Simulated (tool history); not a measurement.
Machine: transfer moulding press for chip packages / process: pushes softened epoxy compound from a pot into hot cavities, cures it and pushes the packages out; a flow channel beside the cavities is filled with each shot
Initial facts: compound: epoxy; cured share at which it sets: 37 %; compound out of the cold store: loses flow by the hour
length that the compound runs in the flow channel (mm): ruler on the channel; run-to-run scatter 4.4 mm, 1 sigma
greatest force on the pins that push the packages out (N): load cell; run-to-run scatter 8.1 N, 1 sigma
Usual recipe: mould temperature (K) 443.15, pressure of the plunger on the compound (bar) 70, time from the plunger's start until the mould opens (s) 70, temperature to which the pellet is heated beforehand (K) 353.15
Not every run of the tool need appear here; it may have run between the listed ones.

run	hour	mould temperature (K)	pressure of the plunger on the compound (bar)	time from the plunger's start until the mould opens (s)	temperature to which the pellet is heated beforehand (K)	incoming compound's hours out of the cold store	length that the compound runs in the flow channel (mm)	greatest force on the pins that push the packages out (N)
1	0	443.15	70	70	353.15	14.7	760	540
2	14.7	443.15	70	70	353.15	14.4	756	580
# hour 21.6: cavities cleaned with cleaning compound and waxed
3	29.1	443.15	70	70	353.15	40.2	685	419
4	36.7	443.15	70	70	353.15	35.3	705	486
5	49.8	443.15	70	70	353.15	22.7	736	576
6	58.1	443.15	70	70	353.15	17.8	744	599
# hour 61.6: mould's thermocouples calibrated
# hour 63.9: cavities cleaned with cleaning compound and waxed
7	76.8	443.15	70	70	353.15	24.1	728	497
8	90.5	443.15	84.7	70	353.15	9.2	847	590
# hour 104.7: cavities cleaned with cleaning compound and waxed
9	105.4	445.15	60.9	80	362.15	47.8	618	268
10	116.1	447.15	55.9	97	362.15	26.4	619	313
11	130	443.15	64.9	70	355.15	14.2	716	554
# hour 134.4: mould's thermocouples calibrated, once more
12	143.7	443.15	64.9	70	355.15	39.5	654	522
# hour 147.8: cavities cleaned with cleaning compound and waxed
13	158.1	447.15	61.9	96	355.15	46.6	612	320
14	167.4	447.15	83.2	60	363.15	41	713	476
15	180	440.15	54.3	52	357.15	43.6	596	1220

Subtracting, for every run, the result it would have given without the tool's unlogged condition from the measured result gives the following. The same run-to-run variation enters both numbers; the gauge's scatter may not:
The hidden state here: true mould temperature over the reading, C; pressure that reaches the compound, % of what is set; grip of the stained cavities, % over clean ones'; drift of the gauge itself on flow_mm, %; drift of the gauge itself on push_out_n, %.
run	length that the compound runs in the flow channel (mm)	greatest force on the pins that push the packages out (N)
1	-13	+167
2	-16	+215
3	-16	+75
4	-18	+130
5	-21	+201
6	-22	+223
7	-24	+132
8	-31	+207
9	-24	+10
10	-26	+68
11	-33	+190
12	-36	+174
13	-36	+69
14	-43	+133
15	-38	+405
